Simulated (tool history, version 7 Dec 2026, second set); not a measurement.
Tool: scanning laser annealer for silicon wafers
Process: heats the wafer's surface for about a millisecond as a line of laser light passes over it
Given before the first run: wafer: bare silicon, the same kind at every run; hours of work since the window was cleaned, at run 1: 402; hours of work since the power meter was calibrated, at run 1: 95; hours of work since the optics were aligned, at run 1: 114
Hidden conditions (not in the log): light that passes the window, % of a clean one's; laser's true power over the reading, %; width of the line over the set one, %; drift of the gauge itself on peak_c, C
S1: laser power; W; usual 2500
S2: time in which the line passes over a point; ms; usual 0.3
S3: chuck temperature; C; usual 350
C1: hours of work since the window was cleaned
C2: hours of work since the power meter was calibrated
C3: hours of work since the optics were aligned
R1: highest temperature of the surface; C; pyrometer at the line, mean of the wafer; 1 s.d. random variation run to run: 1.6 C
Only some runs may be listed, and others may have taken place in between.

{"run": 1, "hour": 0.0, "S1": 2500, "S2": 0.3, "S3": 350, "C1": 402, "C2": 95, "C3": 114, "R1": 1039}
{"run": 2, "hour": 9.9, "S1": 2500, "S2": 0.3, "S3": 350, "C1": 408, "C2": 101, "C3": 120, "R1": 1040}
{"run": 3, "hour": 32.4, "S1": 2500, "S2": 0.3, "S3": 350, "C1": 422, "C2": 116, "C3": 135, "R1": 1039}
{"run": 4, "hour": 55.1, "S1": 2500, "S2": 0.3, "S3": 350, "C1": 436, "C2": 130, "C3": 149, "R1": 1040}
{"run": 5, "hour": 73.9, "S1": 2500, "S2": 0.3, "S3": 350, "C1": 448, "C2": 142, "C3": 161, "R1": 1040}
{"run": 6, "hour": 89.4, "S1": 2500, "S2": 0.3, "S3": 350, "C1": 458, "C2": 152, "C3": 171, "R1": 1040}
{"run": 7, "hour": 105.9, "S1": 2500, "S2": 0.3, "S3": 350, "C1": 469, "C2": 162, "C3": 181, "R1": 1039}
{"run": 8, "hour": 118.7, "S1": 2500, "S2": 0.3, "S3": 350, "C1": 477, "C2": 170, "C3": 189, "R1": 1039}
{"run": 9, "hour": 134.7, "S1": 2500, "S2": 0.3, "S3": 350, "C1": 487, "C2": 180, "C3": 199, "R1": 1038}
{"run": 10, "hour": 148.4, "S1": 2500, "S2": 0.3, "S3": 350, "C1": 496, "C2": 189, "C3": 208, "R1": 1037}
{"run": 11, "hour": 169.4, "S1": 2500, "S2": 0.3, "S3": 350, "C1": 509, "C2": 202, "C3": 221, "R1": 1039}
{"run": 12, "hour": 192.0, "S1": 2500, "S2": 0.3, "S3": 350, "C1": 523, "C2": 217, "C3": 236, "R1": 1039}
{"run": 13, "hour": 208.8, "S1": 2500, "S2": 0.3, "S3": 350, "C1": 534, "C2": 227, "C3": 246, "R1": 1036}
{"run": 14, "hour": 220.3, "S1": 2397, "S2": 0.3, "S3": 350, "C1": 541, "C2": 235, "C3": 254, "R1": 1012}
{"run": 15, "hour": 239.3, "S1": 2281, "S2": 0.264, "S3": 350, "C1": 553, "C2": 247, "C3": 266, "R1": 943}
{"run": 16, "hour": 256.1, "S1": 2584, "S2": 0.245, "S3": 350, "C1": 564, "C2": 257, "C3": 276, "R1": 993}
{"run": 17, "hour": 273.0, "S1": 2584, "S2": 0.245, "S3": 350, "C1": 575, "C2": 268, "C3": 287, "R1": 992}
{"run": 18, "hour": 283.1, "S1": 2584, "S2": 0.245, "S3": 350, "C1": 581, "C2": 274, "C3": 294, "R1": 989}
{"run": 19, "hour": 293.3, "S1": 2584, "S2": 0.245, "S3": 350, "C1": 587, "C2": 281, "C3": 300, "R1": 991}
{"run": 20, "hour": 305.2, "S1": 2149, "S2": 0.351, "S3": 365, "C1": 595, "C2": 288, "C3": 307, "R1": 1008}
{"run": 21, "hour": 326.4, "S1": 2149, "S2": 0.351, "S3": 365, "C1": 608, "C2": 302, "C3": 321, "R1": 1009}
{"run": 22, "hour": 338.4, "S1": 2149, "S2": 0.253, "S3": 360, "C1": 616, "C2": 309, "C3": 329, "R1": 910}
{"run": 23, "hour": 356.6, "S1": 2149, "S2": 0.253, "S3": 360, "C1": 627, "C2": 321, "C3": 340, "R1": 909}
{"run": 24, "hour": 366.3, "S1": 2149, "S2": 0.253, "S3": 360, "C1": 634, "C2": 327, "C3": 346, "R1": 908}
{"run": 25, "hour": 389.0, "S1": 2563, "S2": 0.227, "S3": 323, "C1": 648, "C2": 341, "C3": 361, "R1": 934}
{"run": 26, "hour": 401.7, "S1": 2176, "S2": 0.289, "S3": 327, "C1": 656, "C2": 350, "C3": 369, "R1": 919}
{"run": 27, "hour": 420.8, "S1": 2500, "S2": 0.264, "S3": 350, "C1": 668, "C2": 362, "C3": 381, "R1": 990}
{"run": 28, "hour": 442.8, "S1": 2152, "S2": 0.261, "S3": 350, "C1": 682, "C2": 376, "C3": 395, "R1": 904}

Here are 4 independent what-if runs from the current tool condition. What would each one return?
{"run": "A", "hour": 456.2, "S1": 2171, "S2": 0.283, "S3": 375, "C1": 691, "C2": 384, "C3": 403, "R1": "?"}
{"run": "B", "hour": 456.2, "S1": 2152, "S2": 0.211, "S3": 389, "C1": 691, "C2": 384, "C3": 403, "R1": "?"}
{"run": "C", "hour": 456.2, "S1": 2241, "S2": 0.261, "S3": 350, "C1": 691, "C2": 384, "C3": 403, "R1": "?"}
{"run": "D", "hour": 456.2, "S1": 2617, "S2": 0.267, "S3": 350, "C1": 691, "C2": 384, "C3": 403, "R1": "?"}

run=A R1=958
run=B R1=890
run=C R1=927
run=D R1=1022
Stripped of hidden state, with their random variation kept, the same runs would have yielded:
run=A R1=976
run=B R1=906
run=C R1=945
run=D R1=1042
